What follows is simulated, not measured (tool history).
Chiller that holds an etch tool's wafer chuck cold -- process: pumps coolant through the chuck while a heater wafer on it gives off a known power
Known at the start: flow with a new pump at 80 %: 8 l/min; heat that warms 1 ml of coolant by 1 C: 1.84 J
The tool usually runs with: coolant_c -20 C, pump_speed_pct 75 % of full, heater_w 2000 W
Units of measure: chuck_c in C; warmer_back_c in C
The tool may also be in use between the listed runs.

Run 1, hour 0: usual settings. Result: chuck_c -1.6 C, warmer_back_c 8.78 C.
Run 2, hour 37.3: usual settings but pump_speed_pct 77 % of full. Result: chuck_c -1.8 C, warmer_back_c 8.52 C.
Run 3, hour 69.1: usual settings. Result: chuck_c -1.7 C, warmer_back_c 8.85 C.
Run 4, hour 102.5: usual settings. Result: chuck_c -1.9 C, warmer_back_c 8.82 C.
Run 5, hour 139.7: usual settings. Result: chuck_c -1.6 C, warmer_back_c 8.8 C.
Run 6, hour 179.1: usual settings but coolant_c -14 C. Result: chuck_c 4.5 C, warmer_back_c 8.81 C.
Run 7, hour 209.1: usual settings but coolant_c -21 C. Result: chuck_c -2.7 C, warmer_back_c 8.85 C.
Run 8, hour 242.2: usual settings but pump_speed_pct 86 % of full. Result: chuck_c -3.1 C, warmer_back_c 7.64 C.
Run 9, hour 270.8: usual settings. Result: chuck_c -1.7 C, warmer_back_c 8.86 C.
Run 10, hour 296.1: usual settings. Result: chuck_c -1.7 C, warmer_back_c 8.85 C.
Run 11, hour 328.7: usual settings. Result: chuck_c -1.5 C, warmer_back_c 8.95 C.
Run 12, hour 357.4: usual settings. Result: chuck_c -1.6 C, warmer_back_c 8.92 C.
Run 13, hour 395.9: usual settings but pump_speed_pct 61 % of full. Result: chuck_c 1 C, warmer_back_c 11.26 C.
Run 14, hour 430: usual settings. Result: chuck_c -1.7 C, warmer_back_c 8.92 C.
Run 15, hour 461.4: usual settings. Result: chuck_c -1.7 C, warmer_back_c 9.05 C.
Run 16, hour 500.3: usual settings. Result: chuck_c -1.6 C, warmer_back_c 8.96 C.
Run 17, hour 532.4: usual settings but coolant_c -13 C, pump_speed_pct 83 % of full, heater_w 1633 W. Result: chuck_c 1 C, warmer_back_c 6.59 C.
Run 18, hour 571.6: usual settings but coolant_c -12 C, pump_speed_pct 61 % of full, heater_w 1633 W. Result: chuck_c 5.4 C, warmer_back_c 9.34 C.
Run 19, hour 614.1: usual settings but coolant_c -26 C, pump_speed_pct 68 % of full, heater_w 1541 W. Result: chuck_c -10.9 C, warmer_back_c 7.78 C.
Run 20, hour 643.7: usual settings but heater_w 2836 W. Result: chuck_c 6.1 C, warmer_back_c 12.7 C.
Run 21, hour 663.2: usual settings but coolant_c -13 C, heater_w 2413 W. Result: chuck_c 9.3 C, warmer_back_c 10.85 C.
Run 22, hour 705.8: usual settings but coolant_c -13 C, heater_w 2413 W. Result: chuck_c 9.1 C, warmer_back_c 11.02 C.
Run 23, hour 739.7: usual settings but coolant_c -13 C, heater_w 2413 W. Result: chuck_c 9.2 C, warmer_back_c 10.91 C.
Run 24, hour 766.5: usual settings but coolant_c -19 C, heater_w 2305 W. Result: chuck_c 2.2 C, warmer_back_c 10.46 C.
Run 25, hour 798.2: usual settings but coolant_c -23 C, pump_speed_pct 78 % of full. Result: chuck_c -5.2 C, warmer_back_c 8.75 C.
Run 26, hour 827.9: usual settings but coolant_c -23 C, pump_speed_pct 78 % of full, heater_w 2781 W. Result: chuck_c 2.1 C, warmer_back_c 12.09 C.
Run 27, hour 870.4: usual settings but coolant_c -13 C, pump_speed_pct 66 % of full, heater_w 1288 W. Result: chuck_c -0.3 C, warmer_back_c 6.87 C.
Run 28, hour 907.6: usual settings but coolant_c -21 C, pump_speed_pct 76 % of full. Result: chuck_c -2.7 C, warmer_back_c 9.08 C.
Run 29, hour 943.1: usual settings but coolant_c -21 C, pump_speed_pct 76 % of full. Result: chuck_c -2.8 C, warmer_back_c 9.1 C.
At hour 976.1: gauge calibrated.
Run 30, hour 977.9: usual settings but pump_speed_pct 81 % of full. Result: chuck_c -2.7 C, warmer_back_c 8.11 C.
Run 31, hour 1018.6: usual settings but pump_speed_pct 81 % of full. Result: chuck_c -2.5 C, warmer_back_c 8.05 C.

3 ways to go on from here, each from the tool as it stands after run 31. What would each give?
Run A, hour 1060.8: usual settings but coolant_c -29 C, pump_speed_pct 95 % of full. Result: chuck_c ?, warmer_back_c ?.
Run B, hour 1060.8: usual settings but pump_speed_pct 84 % of full. Result: chuck_c ?, warmer_back_c ?.
Run C, hour 1060.8: usual settings but coolant_c -16 C. Result: chuck_c ?, warmer_back_c ?.

run  chuck_c  warmer_back_c
  A    -13.3            6.8
  B     -2.8           7.73
  C      2.4            8.8
With the hidden condition removed and each run's random variation left untouched, the same runs would have given:
run  chuck_c  warmer_back_c
  A    -13.3           6.76
  B     -2.8           7.69
  C      2.4           8.76

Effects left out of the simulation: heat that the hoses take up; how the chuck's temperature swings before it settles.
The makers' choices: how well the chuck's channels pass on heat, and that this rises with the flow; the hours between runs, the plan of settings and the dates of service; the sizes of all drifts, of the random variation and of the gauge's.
